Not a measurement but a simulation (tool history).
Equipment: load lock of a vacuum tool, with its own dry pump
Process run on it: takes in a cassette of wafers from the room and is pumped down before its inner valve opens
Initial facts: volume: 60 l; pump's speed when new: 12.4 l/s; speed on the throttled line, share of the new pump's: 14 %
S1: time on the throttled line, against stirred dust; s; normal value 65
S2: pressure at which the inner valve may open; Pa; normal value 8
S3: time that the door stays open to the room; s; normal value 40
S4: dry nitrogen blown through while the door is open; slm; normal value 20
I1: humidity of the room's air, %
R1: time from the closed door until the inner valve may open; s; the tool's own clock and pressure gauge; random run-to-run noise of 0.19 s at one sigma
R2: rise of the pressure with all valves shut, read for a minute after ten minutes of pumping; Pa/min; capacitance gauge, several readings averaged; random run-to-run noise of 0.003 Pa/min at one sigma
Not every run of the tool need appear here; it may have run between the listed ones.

run,hour,S1,S2,S3,S4,I1,R1,R2
1,0.0,65,8,40,20,46.1,101.9,0.015
2,139.7,65,8,40,20,48.4,101.7,0.022
3,302.1,65,8,40,20,42.2,102.1,0.021
4,566.1,65,8,191,20,48.2,102.3,0.033
5,685.9,65,8,191,20,47.5,102.0,0.029
6,920.5,65,8,191,20,48.4,102.0,0.032
7,1105.1,65,8,40,20,45.2,101.9,0.017
8,1249.0,65,8,40,11,44.8,102.2,0.023
9,1444.8,65,8,40,11,44.5,101.7,0.021
10,1561.5,65,14,40,11,41.3,99.3,0.025
11,1780.1,65,14,123,11,43.1,99.1,0.030
12,1887.0,65,14,123,11,42.0,99.2,0.034
13,1998.1,65,14,123,11,43.8,99.0,0.036
14,2243.5,65,8,40,9,47.3,102.0,0.026

For run 15, what comes out?
15,2444.6,86,11,29,32,45.7,?,?

{"run 15": {"R1": 118.3, "R2": 0.013}}
Minus the tool's unlogged condition, the same run would have read R1 118.3 s, R2 0.012 Pa/min.

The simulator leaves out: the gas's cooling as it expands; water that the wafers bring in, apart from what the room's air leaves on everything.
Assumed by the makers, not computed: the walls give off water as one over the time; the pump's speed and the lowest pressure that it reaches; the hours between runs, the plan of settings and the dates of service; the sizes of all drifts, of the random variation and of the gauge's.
